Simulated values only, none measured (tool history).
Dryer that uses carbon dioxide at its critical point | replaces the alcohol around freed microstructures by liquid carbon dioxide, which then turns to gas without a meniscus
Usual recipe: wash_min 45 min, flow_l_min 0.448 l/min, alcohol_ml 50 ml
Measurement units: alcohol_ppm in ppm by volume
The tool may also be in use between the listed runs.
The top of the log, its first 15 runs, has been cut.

run 16 hour=319.9 | wash_min=45 flow_l_min=0.448 alcohol_ml=50 | alcohol_ppm=143
run 17 hour=334.6 | wash_min=45 flow_l_min=0.448 alcohol_ml=50 | alcohol_ppm=146
run 18 hour=361.8 | wash_min=47 flow_l_min=0.448 alcohol_ml=50 | alcohol_ppm=136
run 19 hour=390.8 | wash_min=45 flow_l_min=0.448 alcohol_ml=50 | alcohol_ppm=164
run 20 hour=407.0 | wash_min=45 flow_l_min=0.448 alcohol_ml=50 | alcohol_ppm=176
run 21 hour=436.2 | wash_min=45 flow_l_min=0.449 alcohol_ml=50 | alcohol_ppm=171
run 22 hour=453.7 | wash_min=45 flow_l_min=0.449 alcohol_ml=50 | alcohol_ppm=178
run 23 hour=477.9 | wash_min=45 flow_l_min=0.449 alcohol_ml=50 | alcohol_ppm=185
run 24 hour=505.7 | wash_min=45 flow_l_min=0.449 alcohol_ml=50 | alcohol_ppm=188
run 25 hour=532.9 | wash_min=45 flow_l_min=0.272 alcohol_ml=108 | alcohol_ppm=1961
run 26 hour=560.5 | wash_min=63 flow_l_min=0.448 alcohol_ml=111 | alcohol_ppm=109
run 27 hour=578.1 | wash_min=71 flow_l_min=0.339 alcohol_ml=111 | alcohol_ppm=198
run 28 hour=600.0 | wash_min=71 flow_l_min=0.272 alcohol_ml=58 | alcohol_ppm=285
run 29 hour=626.8 | wash_min=36 flow_l_min=0.272 alcohol_ml=33 | alcohol_ppm=1082
run 30 hour=650.8 | wash_min=59 flow_l_min=0.448 alcohol_ml=50 | alcohol_ppm=100
-- hour=660.8 inlet filter changed
run 31 hour=668.6 | wash_min=59 flow_l_min=0.448 alcohol_ml=50 | alcohol_ppm=76
run 32 hour=685.6 | wash_min=40 flow_l_min=0.618 alcohol_ml=97 | alcohol_ppm=109
run 33 hour=710.4 | wash_min=61 flow_l_min=0.448 alcohol_ml=50 | alcohol_ppm=90
run 34 hour=734.6 | wash_min=49 flow_l_min=0.344 alcohol_ml=50 | alcohol_ppm=284
run 35 hour=748.3 | wash_min=52 flow_l_min=0.599 alcohol_ml=50 | alcohol_ppm=75
run 36 hour=764.4 | wash_min=52 flow_l_min=0.359 alcohol_ml=50 | alcohol_ppm=212
run 37 hour=779.8 | wash_min=32 flow_l_min=0.275 alcohol_ml=50 | alcohol_ppm=1637
run 38 hour=806.4 | wash_min=32 flow_l_min=0.480 alcohol_ml=24 | alcohol_ppm=216

What does the tool deliver on the next run?
run 39 hour=821.9 | wash_min=40 flow_l_min=0.712 alcohol_ml=32 | alcohol_ppm=?

Run 39 gave alcohol_ppm 79 ppm by volume.
On a tool with no hidden condition, and with the same random variation, this run would have come out at alcohol_ppm 12 ppm by volume.

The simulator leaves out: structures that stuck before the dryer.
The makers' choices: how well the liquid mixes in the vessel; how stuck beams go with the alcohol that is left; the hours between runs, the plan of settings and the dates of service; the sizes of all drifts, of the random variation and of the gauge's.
